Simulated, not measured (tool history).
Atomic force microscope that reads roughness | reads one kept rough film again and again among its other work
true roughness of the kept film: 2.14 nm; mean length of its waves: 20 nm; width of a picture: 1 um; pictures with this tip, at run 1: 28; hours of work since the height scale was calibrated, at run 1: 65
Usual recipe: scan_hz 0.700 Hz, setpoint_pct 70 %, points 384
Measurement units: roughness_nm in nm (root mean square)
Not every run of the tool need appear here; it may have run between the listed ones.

run,day,scan_hz,setpoint_pct,points,pictures with this tip,hours of work since the height scale was calibrated,roughness_nm
1,0.000,0.700,70,384,28,65,1.647
2,0.221,0.700,70,384,35,67,1.642
3,0.575,0.700,70,274,46,71,1.567
4,0.888,0.700,80,384,56,74,1.526
5,1.112,1.650,80,384,63,76,1.393
6,1.508,0.700,70,374,76,80,1.510
7,1.733,0.601,57,324,83,82,1.536
8,2.050,1.390,58,526,93,85,1.485
# day 2.112: height scale calibrated on a step standard
9,2.504,0.700,82,419,106,4,1.403
10,2.879,0.700,82,419,118,8,1.383
11,3.246,2.606,82,526,129,11,1.146

5 ways to go on from here, each from the tool as it stands after run 11. What would each give?
# day 3.417: new tip fitted
A,3.600,0.593,82,570,6,14,?
# day 3.417: new tip fitted
B,3.600,2.606,83,570,6,14,?
# day 3.417: new tip fitted
C,3.600,1.141,86,999,6,14,?
# day 3.417: new tip fitted
D,3.600,2.606,70,526,6,14,?
# day 3.417: new tip fitted
E,3.600,0.700,78,334,6,14,?

run,roughness_nm
A,1.713
B,1.392
C,1.591
D,1.585
E,1.701
The same runs, with their run-to-run variation unchanged, on a tool lacking any hidden condition would have given:
run,roughness_nm
A,1.738
B,1.412
C,1.613
D,1.607
E,1.725
